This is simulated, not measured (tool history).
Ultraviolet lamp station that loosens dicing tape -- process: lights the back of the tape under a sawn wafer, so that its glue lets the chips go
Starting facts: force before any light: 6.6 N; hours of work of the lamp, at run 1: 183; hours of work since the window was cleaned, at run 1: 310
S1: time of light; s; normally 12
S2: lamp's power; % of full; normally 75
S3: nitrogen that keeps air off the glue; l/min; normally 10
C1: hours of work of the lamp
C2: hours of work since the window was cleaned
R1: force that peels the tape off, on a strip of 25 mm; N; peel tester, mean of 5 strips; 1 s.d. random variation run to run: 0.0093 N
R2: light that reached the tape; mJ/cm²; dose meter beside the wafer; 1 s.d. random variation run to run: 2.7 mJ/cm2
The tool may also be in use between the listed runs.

{"run": 1, "hour": 0.0, "S1": 12, "S2": 75, "S3": 10, "C1": 183, "C2": 310, "R1": 0.392, "R2": 372}
{"run": 2, "hour": 11.4, "S1": 12, "S2": 81, "S3": 10, "C1": 191, "C2": 318, "R1": 0.336, "R2": 398}
{"run": 3, "hour": 19.5, "S1": 12, "S2": 81, "S3": 10, "C1": 196, "C2": 323, "R1": 0.349, "R2": 396}
{"run": 4, "hour": 26.1, "S1": 12, "S2": 75, "S3": 10, "C1": 201, "C2": 328, "R1": 0.403, "R2": 364}
{"run": 5, "hour": 38.1, "S1": 12, "S2": 75, "S3": 10, "C1": 209, "C2": 336, "R1": 0.396, "R2": 368}
{"run": 6, "hour": 46.0, "S1": 21, "S2": 75, "S3": 10, "C1": 214, "C2": 341, "R1": 0.212, "R2": 644}
{"run": 7, "hour": 54.8, "S1": 8, "S2": 75, "S3": 10, "C1": 220, "C2": 347, "R1": 0.796, "R2": 248}
{"run": 8, "hour": 67.7, "S1": 12, "S2": 75, "S3": 10, "C1": 229, "C2": 356, "R1": 0.376, "R2": 369}
{"run": 9, "hour": 76.2, "S1": 12, "S2": 75, "S3": 7, "C1": 235, "C2": 362, "R1": 0.471, "R2": 370}
{"run": 10, "hour": 82.1, "S1": 12, "S2": 75, "S3": 7, "C1": 239, "C2": 366, "R1": 0.467, "R2": 369}
{"run": 11, "hour": 93.8, "S1": 6, "S2": 75, "S3": 7, "C1": 247, "C2": 374, "R1": 1.548, "R2": 182}
{"run": 12, "hour": 106.6, "S1": 6, "S2": 75, "S3": 7, "C1": 255, "C2": 383, "R1": 1.514, "R2": 182}
{"run": 13, "hour": 113.9, "S1": 6, "S2": 75, "S3": 7, "C1": 260, "C2": 388, "R1": 1.588, "R2": 183}
{"run": 14, "hour": 127.0, "S1": 7, "S2": 75, "S3": 15, "C1": 269, "C2": 397, "R1": 0.833, "R2": 215}
{"hour": 132.2, "done": "window cleaned of glue's vapour"}
{"run": 15, "hour": 135.7, "S1": 7, "S2": 75, "S3": 15, "C1": 275, "C2": 2, "R1": 0.868, "R2": 215}
{"run": 16, "hour": 145.7, "S1": 7, "S2": 80, "S3": 12, "C1": 282, "C2": 9, "R1": 0.823, "R2": 226}
{"run": 17, "hour": 156.3, "S1": 7, "S2": 80, "S3": 12, "C1": 289, "C2": 16, "R1": 0.833, "R2": 229}
{"run": 18, "hour": 166.6, "S1": 12, "S2": 85, "S3": 10, "C1": 296, "C2": 23, "R1": 0.321, "R2": 416}
{"run": 19, "hour": 178.1, "S1": 12, "S2": 71, "S3": 11, "C1": 304, "C2": 31, "R1": 0.416, "R2": 347}
{"run": 20, "hour": 188.5, "S1": 16, "S2": 69, "S3": 12, "C1": 311, "C2": 38, "R1": 0.272, "R2": 450}
{"run": 21, "hour": 200.4, "S1": 23, "S2": 69, "S3": 8, "C1": 319, "C2": 46, "R1": 0.225, "R2": 646}
{"run": 22, "hour": 207.3, "S1": 23, "S2": 69, "S3": 8, "C1": 324, "C2": 51, "R1": 0.212, "R2": 652}
{"run": 23, "hour": 215.4, "S1": 23, "S2": 69, "S3": 8, "C1": 329, "C2": 57, "R1": 0.222, "R2": 646}
{"run": 24, "hour": 226.9, "S1": 12, "S2": 69, "S3": 6, "C1": 337, "C2": 64, "R1": 0.612, "R2": 333}
{"run": 25, "hour": 233.1, "S1": 9, "S2": 69, "S3": 14, "C1": 341, "C2": 69, "R1": 0.657, "R2": 258}

Each row is a separate what-if for the run after 25, all from the same tool condition, not one after another. Results?
{"run": "A", "hour": 241.6, "S1": 17, "S2": 64, "S3": 7, "C1": 347, "C2": 75, "R1": "?", "R2": "?"}
{"run": "B", "hour": 241.6, "S1": 12, "S2": 79, "S3": 10, "C1": 347, "C2": 75, "R1": "?", "R2": "?"}
{"run": "C", "hour": 241.6, "S1": 9, "S2": 71, "S3": 4, "C1": 347, "C2": 75, "R1": "?", "R2": "?"}
{"run": "D", "hour": 241.6, "S1": 23, "S2": 79, "S3": 14, "C1": 347, "C2": 75, "R1": "?", "R2": "?"}
{"run": "E", "hour": 241.6, "S1": 23, "S2": 60, "S3": 13, "C1": 347, "C2": 75, "R1": "?", "R2": "?"}

run=A R1=0.351 R2=447
run=B R1=0.354 R2=389
run=C R1=1.211 R2=263
run=D R1=0.207 R2=748
run=E R1=0.207 R2=561
With no hidden state in the tool, these same runs would have given:
run=A R1=0.351 R2=448
run=B R1=0.353 R2=389
run=C R1=1.208 R2=263
run=D R1=0.207 R2=749
run=E R1=0.207 R2=562
